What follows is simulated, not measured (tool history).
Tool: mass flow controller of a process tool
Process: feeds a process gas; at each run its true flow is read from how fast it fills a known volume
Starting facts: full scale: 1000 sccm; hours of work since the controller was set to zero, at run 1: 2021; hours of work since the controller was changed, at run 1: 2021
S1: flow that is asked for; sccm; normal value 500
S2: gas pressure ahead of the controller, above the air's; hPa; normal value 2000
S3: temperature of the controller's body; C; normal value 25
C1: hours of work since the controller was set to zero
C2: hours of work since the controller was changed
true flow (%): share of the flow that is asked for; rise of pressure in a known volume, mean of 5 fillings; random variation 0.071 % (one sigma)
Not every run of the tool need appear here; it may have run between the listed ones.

{"run": 1, "hour": 0.0, "S1": 500, "S2": 2000, "S3": 25, "C1": 2021, "C2": 2021, "true flow (%)": 99.56}
{"run": 2, "hour": 293.8, "S1": 500, "S2": 2000, "S3": 25, "C1": 2114, "C2": 2114, "true flow (%)": 99.68}
{"run": 3, "hour": 857.9, "S1": 500, "S2": 2000, "S3": 25, "C1": 2292, "C2": 2292, "true flow (%)": 99.77}
{"run": 4, "hour": 1354.5, "S1": 500, "S2": 2000, "S3": 25, "C1": 2449, "C2": 2449, "true flow (%)": 99.87}
{"run": 5, "hour": 1860.1, "S1": 500, "S2": 2000, "S3": 25, "C1": 2608, "C2": 2608, "true flow (%)": 100.04}
{"run": 6, "hour": 2343.4, "S1": 500, "S2": 2000, "S3": 25, "C1": 2761, "C2": 2761, "true flow (%)": 100.33}
{"run": 7, "hour": 2623.6, "S1": 500, "S2": 2000, "S3": 25, "C1": 2850, "C2": 2850, "true flow (%)": 100.12}
{"run": 8, "hour": 3164.0, "S1": 500, "S2": 2630, "S3": 25, "C1": 3020, "C2": 3020, "true flow (%)": 100.67}
{"run": 9, "hour": 3463.3, "S1": 500, "S2": 2000, "S3": 25, "C1": 3115, "C2": 3115, "true flow (%)": 100.37}
{"run": 10, "hour": 4017.5, "S1": 476, "S2": 2000, "S3": 25, "C1": 3290, "C2": 3290, "true flow (%)": 100.67}
{"run": 11, "hour": 4540.8, "S1": 476, "S2": 2080, "S3": 39, "C1": 3455, "C2": 3455, "true flow (%)": 101.51}
{"run": 12, "hour": 4957.2, "S1": 500, "S2": 1600, "S3": 25, "C1": 3587, "C2": 3587, "true flow (%)": 100.63}
{"run": 13, "hour": 5269.2, "S1": 500, "S2": 2580, "S3": 24, "C1": 3685, "C2": 3685, "true flow (%)": 101.22}
{"run": 14, "hour": 5801.9, "S1": 500, "S2": 2580, "S3": 24, "C1": 3854, "C2": 3854, "true flow (%)": 101.34}
{"run": 15, "hour": 6348.7, "S1": 500, "S2": 1980, "S3": 22, "C1": 4026, "C2": 4026, "true flow (%)": 101.06}
{"run": 16, "hour": 6608.3, "S1": 500, "S2": 1980, "S3": 22, "C1": 4108, "C2": 4108, "true flow (%)": 101.18}

Run 17 has not been measured yet. What should we expect?
{"run": 17, "hour": 7126.1, "S1": 979, "S2": 1550, "S3": 22, "C1": 4272, "C2": 4272, "true flow (%)": "?"}

Run 17 yielded true flow (%) 101.53.
Minus the tool's unlogged condition, the same run would have read true flow (%) 99.63.
